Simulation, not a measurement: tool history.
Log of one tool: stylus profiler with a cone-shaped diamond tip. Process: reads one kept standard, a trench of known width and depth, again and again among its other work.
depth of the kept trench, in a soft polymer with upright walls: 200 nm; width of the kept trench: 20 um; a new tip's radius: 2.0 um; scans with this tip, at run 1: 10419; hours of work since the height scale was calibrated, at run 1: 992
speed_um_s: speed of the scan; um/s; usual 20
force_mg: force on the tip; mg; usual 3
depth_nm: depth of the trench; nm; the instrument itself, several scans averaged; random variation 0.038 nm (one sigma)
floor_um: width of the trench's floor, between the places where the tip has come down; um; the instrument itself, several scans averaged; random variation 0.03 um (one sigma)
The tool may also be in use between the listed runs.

run    hour  speed_um_s  force_mg  scans with this tip  hours of work since the height scale was calibrated  depth_nm  floor_um
  1       0          20         3                10419                                                  992    201.71     17.59
  2      75          20         3                10872                                                 1035    201.66     17.55
  3   150.8          20         3                11329                                                 1078    201.67     17.53
      205.6  -- height scale calibrated on a step standard
  4   213.6          20         3                11705                                                    5    202.08     17.52
  5   281.1           6         3                12113                                                   43    202.14     17.56
  6   316.6          15         3                12327                                                   64     202.1      17.5
  7     391          20         3                12776                                                  106    202.02      17.5
  8   458.8          20         3                13186                                                  145    202.14     17.44
  9   514.3          20         3                13520                                                  177    202.02     17.39
 10   576.9          20         3                13898                                                  213     202.1     17.44
 11   624.4          20         3                14185                                                  241    202.05     17.37
 12   679.1          20         3                14515                                                  272    202.04     17.41
 13   746.5          20         3                14922                                                  311       202      17.4
 14   785.9          20         3                15160                                                  333    202.02     17.39
 15   836.5          20         3                15465                                                  362    202.03     17.38
 16   889.5          20         3                15785                                                  393    201.93     17.38
 17   935.9          20         3                16065                                                  419    202.01     17.33
 18     993          20      1.54                16409                                                  452     201.2     17.29
 19  1056.3          45         3                16792                                                  489    201.94     17.18
 20    1126          45         3                17212                                                  529    201.88     17.14
 21  1195.5          20         3                17632                                                  569    201.92     17.31
 22  1260.5          20         3                18024                                                  606    201.92     17.23
 23  1322.8          20         3                18400                                                  642    201.85     17.24
 24  1389.9          24      5.14                18805                                                  680    202.72     17.28
 25  1425.1          45      1.22                19017                                                  700    200.87     16.93
 26    1464          55      5.91                19252                                                  723    203.04     17.12
 27  1514.5          15      1.94                19557                                                  752    201.32     17.22
 28  1577.8          37      5.02                19939                                                  788    202.71      17.1
 29    1630           6      5.22                20254                                                  818    202.76     17.19
 30  1693.6           6      5.22                20638                                                  855    202.75     17.21
 31  1757.5           6      5.22                21024                                                  891     202.7     17.21
 32    1807           8      4.92                21322                                                  920    202.56     17.21
 33  1852.2           8      4.92                21595                                                  946    202.63     17.16
 34    1926          31      1.04                22041                                                  988     200.7     16.95
 35  1984.6          31      1.04                22394                                                 1022    200.65     16.96
 36  2042.7          31      1.04                22745                                                 1055    200.65     16.91
 37  2088.6           6      5.31                23022                                                 1082    202.72     17.16
     2138.1  -- height scale calibrated on a step standard
 38  2146.9           6      5.31                23371                                                    5    202.98     17.11
 39  2208.1           6      5.31                23740                                                   40    203.06     17.13
 40  2259.4          58      2.89                24050                                                   70    202.03     16.79
 41  2310.3          58      2.89                24357                                                   99    201.92     16.77
 42  2343.9           8      4.87                24560                                                  118    202.85     17.05
 43  2390.5          13      2.59                24841                                                  145    201.87     16.99
 44  2426.1          15      8.53                25056                                                  165    204.24     17.04
 45  2480.9          20      1.78                25387                                                  197    201.44     16.97

3 ways to go on from here, each from the tool as it stands after run 45. What would each give?
  A  2522.1           6      1.11                25635                                                  221         ?         ?
  B  2522.1          61       4.5                25635                                                  221         ?         ?
  C  2522.1          46      2.72                25635                                                  221         ?         ?

run  depth_nm  floor_um
  A    201.01     16.98
  B    202.71     16.79
  C    201.86     16.87
Without the tool's hidden state the same runs would have given:
run  depth_nm  floor_um
  A    201.07     18.19
  B    202.76        18
  C    201.92     18.07
